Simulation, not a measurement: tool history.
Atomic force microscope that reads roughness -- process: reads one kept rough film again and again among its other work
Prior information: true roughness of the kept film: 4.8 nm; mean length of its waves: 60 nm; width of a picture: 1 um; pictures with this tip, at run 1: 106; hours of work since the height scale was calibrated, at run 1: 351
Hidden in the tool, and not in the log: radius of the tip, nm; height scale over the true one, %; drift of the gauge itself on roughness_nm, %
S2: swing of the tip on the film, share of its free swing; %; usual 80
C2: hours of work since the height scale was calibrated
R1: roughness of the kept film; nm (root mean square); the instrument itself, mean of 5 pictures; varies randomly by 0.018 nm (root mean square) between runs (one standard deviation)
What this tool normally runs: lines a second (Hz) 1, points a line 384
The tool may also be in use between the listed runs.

Run 1, day 0: usual settings; pictures with this tip 106; C2 351. Result: R1 4.413 nm (root mean square).
Run 2, day 0.629: usual settings; pictures with this tip 125; C2 359. Result: R1 4.431 nm (root mean square).
Run 3, day 1.346: usual settings; pictures with this tip 145; C2 369. Result: R1 4.368 nm (root mean square).
Run 4, day 1.838: usual settings; pictures with this tip 160; C2 375. Result: R1 4.338 nm (root mean square).
Run 5, day 2.758: usual settings; pictures with this tip 187; C2 387. Result: R1 4.394 nm (root mean square).
Run 6, day 3.317: usual settings; pictures with this tip 203; C2 395. Result: R1 4.41 nm (root mean square).
At day 3.696: new tip fitted.
Run 7, day 3.775: usual settings but S2 58 %; pictures with this tip 3; C2 400. Result: R1 4.554 nm (root mean square).
Run 8, day 4.183: usual settings but S2 58 %; pictures with this tip 15; C2 406. Result: R1 4.56 nm (root mean square).

Run 9, settings as shown, results not yet in. Your forecast:
Run 9, day 4.704: usual settings but S2 58 %; pictures with this tip 30; C2 413. Result: R1 ?.

{"run 9": {"R1": 4.529}}
Minus the tool's unlogged condition, the same run would have read R1 4.532 nm (root mean square).

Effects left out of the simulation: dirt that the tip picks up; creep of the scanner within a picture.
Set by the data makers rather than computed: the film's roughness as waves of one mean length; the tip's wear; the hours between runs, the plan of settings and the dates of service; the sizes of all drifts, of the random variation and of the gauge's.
